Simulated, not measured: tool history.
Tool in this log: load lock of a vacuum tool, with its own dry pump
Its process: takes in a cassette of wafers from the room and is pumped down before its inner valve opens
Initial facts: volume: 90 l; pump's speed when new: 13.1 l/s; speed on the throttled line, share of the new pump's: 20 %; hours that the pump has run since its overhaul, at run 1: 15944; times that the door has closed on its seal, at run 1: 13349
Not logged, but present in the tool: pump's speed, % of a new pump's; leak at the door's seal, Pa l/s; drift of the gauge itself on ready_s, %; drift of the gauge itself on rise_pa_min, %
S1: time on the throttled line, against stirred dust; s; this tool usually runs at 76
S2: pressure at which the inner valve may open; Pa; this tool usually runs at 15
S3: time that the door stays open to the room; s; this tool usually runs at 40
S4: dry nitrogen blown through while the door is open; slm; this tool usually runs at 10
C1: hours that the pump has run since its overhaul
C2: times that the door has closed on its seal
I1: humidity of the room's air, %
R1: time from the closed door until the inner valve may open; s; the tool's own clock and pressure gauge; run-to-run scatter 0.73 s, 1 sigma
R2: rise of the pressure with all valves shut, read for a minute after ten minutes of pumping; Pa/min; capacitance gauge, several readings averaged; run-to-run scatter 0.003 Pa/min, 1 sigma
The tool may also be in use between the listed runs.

run    hour  S1  S2   S3  S4     C1     C2    I1     R1     R2
  1       0  76  15   40  10  15944  13349  44.4    128  0.086
  2     234  76  15   40  10  16178  13627  43.1  128.8  0.089
  3     368  76  15   40  10  16312  13786  44.4  130.3  0.093
  4   689.3  76  15   40  10  16633  14168  46.5  129.1  0.092
  5   984.3  76  15   40  10  16928  14519  47.7  128.7  0.103
  6  1181.5  76  15   40  10  17126  14754  43.2  127.1  0.094
  7  1357.3  76  15   40  10  17301  14962  46.5  129.1  0.098
  8  1593.3  76  15   40  10  17537  15243  48.5  129.4    0.1
  9  1823.3  76  15   40  10  17767  15517  46.1    130  0.101
 10  2120.4  76  15   40  10  18064  15870    47  129.5  0.107
 11  2270.5  76  15   40  10  18215  16048  41.6  129.9  0.102
 12    2464  76  15   40  10  18408  16278  45.4    130  0.104
 13    2668  76  15   40  10  18612  16521  47.5    130  0.114
 14  2851.2  76  15   40  10  18795  16739  45.4  129.5   0.11
 15  3004.2  76  15  119  10  18948  16921  46.7  130.5  0.158
 16  3164.9  76  15   40  10  19109  17112  44.7  130.3  0.111
 17  3374.7  76  12   40  10  19319  17361  46.7  132.3  0.115
 18    3695  76  12   40  10  19639  17742  42.7    132  0.111
 19  3974.8  76  12   40  10  19919  18075  44.9  133.1  0.111
 20  4162.8  76  12   40  10  20107  18298  43.5  132.7  0.119
 21  4294.1  76  12   40  10  20238  18454  46.4    133  0.112
 22  4434.6  76  12   40  10  20379  18621  43.7  132.8  0.119
 23  4759.3  53  15  135  16  20703  19008  44.7  114.1  0.162

Estimate the outcome of run 24 from the log above:
 24  5000.4  53  15  135  16  20945  19294  46   ?   ?

{"run 24": {"R1": 113.9, "R2": 0.168}}
Had the tool carried no hidden state, the very same run would have given R1 103 s, R2 0.084 Pa/min.
